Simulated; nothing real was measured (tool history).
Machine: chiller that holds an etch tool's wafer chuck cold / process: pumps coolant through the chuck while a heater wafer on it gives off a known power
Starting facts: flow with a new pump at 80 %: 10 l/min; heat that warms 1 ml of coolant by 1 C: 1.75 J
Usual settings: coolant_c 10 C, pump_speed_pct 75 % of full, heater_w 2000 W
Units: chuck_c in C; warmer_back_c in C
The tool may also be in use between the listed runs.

| run | hour | coolant_c | pump_speed_pct | heater_w | chuck_c | warmer_back_c |
|---|---|---|---|---|---|---|
| 1 | 0.0 | 10 | 75 | 2000 | 27.2 | 7.32 |
| 2 | 30.2 | 10 | 75 | 2000 | 27.4 | 7.36 |
| 3 | 63.7 | 10 | 75 | 2000 | 27.5 | 7.30 |
| 4 | 91.8 | 10 | 75 | 1650 | 24.5 | 6.00 |
| 5 | 149.9 | 10 | 75 | 2000 | 27.2 | 7.31 |
| 6 | 187.8 | 10 | 79 | 2000 | 27.1 | 6.88 |
| 7 | 218.4 | 10 | 75 | 2000 | 27.6 | 7.36 |
| 8 | 262.0 | 10 | 75 | 2000 | 27.7 | 7.33 |
| 9 | 299.0 | 10 | 75 | 2000 | 27.5 | 7.36 |
| 10 | 340.6 | 10 | 75 | 2000 | 27.4 | 7.35 |
| 11 | 380.6 | 3 | 83 | 2000 | 19.7 | 6.64 |
| 12 | 441.0 | 3 | 83 | 2000 | 19.5 | 6.67 |
| 13 | 479.6 | 16 | 86 | 1753 | 30.3 | 5.67 |
| 14 | 515.1 | 16 | 86 | 1753 | 30.1 | 5.69 |
| 15 | 570.6 | 16 | 86 | 1753 | 30.2 | 5.60 |
| 16 | 626.3 | 10 | 79 | 1331 | 21.8 | 4.64 |
| 17 | 682.7 | 10 | 79 | 1331 | 21.6 | 4.75 |
|  | 687.3 | chiller's thermometer calibrated |
| 18 | 742.3 | 5 | 100 | 1288 | 14.1 | 3.61 |
| 19 | 786.9 | 8 | 94 | 2000 | 22.8 | 5.90 |

5 ways to go on from here, each from the tool as it stands after run 19. What would each give?
|  | 833.1 | coolant changed, channels flushed |
| A | 835.3 | 17 | 88 | 2000 | ? | ? |
|  | 833.1 | coolant changed, channels flushed |
| B | 835.3 | 10 | 62 | 1342 | ? | ? |
|  | 833.1 | coolant changed, channels flushed |
| C | 835.3 | 6 | 75 | 1088 | ? | ? |
|  | 833.1 | coolant changed, channels flushed |
| D | 835.3 | 8 | 81 | 2000 | ? | ? |
|  | 833.1 | coolant changed, channels flushed |
| E | 835.3 | 10 | 75 | 2634 | ? | ? |

| run | chuck_c | warmer_back_c |
|---|---|---|
| A | 30.6 | 6.28 |
| B | 21.5 | 5.95 |
| C | 14.2 | 4.03 |
| D | 22.3 | 6.80 |
| E | 29.9 | 9.71 |
Take away the tool's hidden state, keep each run's random variation, and the runs would have read:
| run | chuck_c | warmer_back_c |
|---|---|---|
| A | 30.4 | 6.23 |
| B | 21.4 | 5.91 |
| C | 14.1 | 4.00 |
| D | 22.2 | 6.75 |
| E | 29.7 | 9.64 |
